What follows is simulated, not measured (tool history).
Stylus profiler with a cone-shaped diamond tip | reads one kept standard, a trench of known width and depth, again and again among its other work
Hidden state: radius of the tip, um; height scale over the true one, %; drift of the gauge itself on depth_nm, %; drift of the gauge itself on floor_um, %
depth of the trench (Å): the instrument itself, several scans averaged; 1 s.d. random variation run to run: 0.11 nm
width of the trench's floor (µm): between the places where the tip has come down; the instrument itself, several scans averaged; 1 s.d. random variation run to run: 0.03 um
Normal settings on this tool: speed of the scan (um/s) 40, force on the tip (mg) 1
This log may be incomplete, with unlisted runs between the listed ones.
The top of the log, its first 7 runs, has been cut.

run,day,speed of the scan (um/s),force on the tip (mg),scans with this tip,hours of work since the height scale was calibrated,depth of the trench (Å),width of the trench's floor (µm)
8,12.708,45,1,2643,200,2013.7,97.94
9,14.129,45,1,2893,219,2014.2,97.93
10,16.029,45,1,3228,245,2011.1,97.89
11,18.125,40,1,3598,273,2010.8,97.93
12,19.492,40,1,3838,291,2011.6,97.9
13,21.079,40,1,4119,312,2011.1,97.86
14,22.133,40,1,4304,326,2010.8,97.92
# day 22.242: height scale calibrated on a step standard
15,23.592,40,1,4557,18,2010.2,97.82
16,25.271,40,1,4854,40,2010.5,97.85
17,26.188,62,1,5016,53,2008.8,97.8
18,27.317,62,1,5214,68,2009.9,97.76
19,28.912,40,1,5496,89,2009.2,97.81
# day 30.362: height scale calibrated on a step standard, once more
20,30.825,40,1,5829,6,2014,97.83
21,31.992,40,1,6035,22,2015.1,97.81
22,33.338,40,1,6272,40,2014.7,97.83
23,35.204,40,1,6601,65,2014.9,97.73
24,36.471,40,1.36,6824,82,2019.2,97.77
25,37.846,40,0.99,7067,100,2013,97.74
26,39.033,40,0.99,7276,116,2013.2,97.72
27,41.004,21,0.99,7624,142,2013.5,97.77
28,42.929,65,0.55,7963,168,2008.4,97.57
29,44.417,40,1.39,8225,188,2015.7,97.69
30,46.029,59,1.21,8509,209,2014.2,97.64

Estimate the outcome of run 31 from the log above:
31,47.596,59,1.21,8786,230,?,?

Run 31 measured depth of the trench (Å) 2015.6, width of the trench's floor (µm) 97.59.
Minus the tool's unlogged condition, the same run would have read depth of the trench (Å) 2017.2, width of the trench's floor (µm) 98.09.
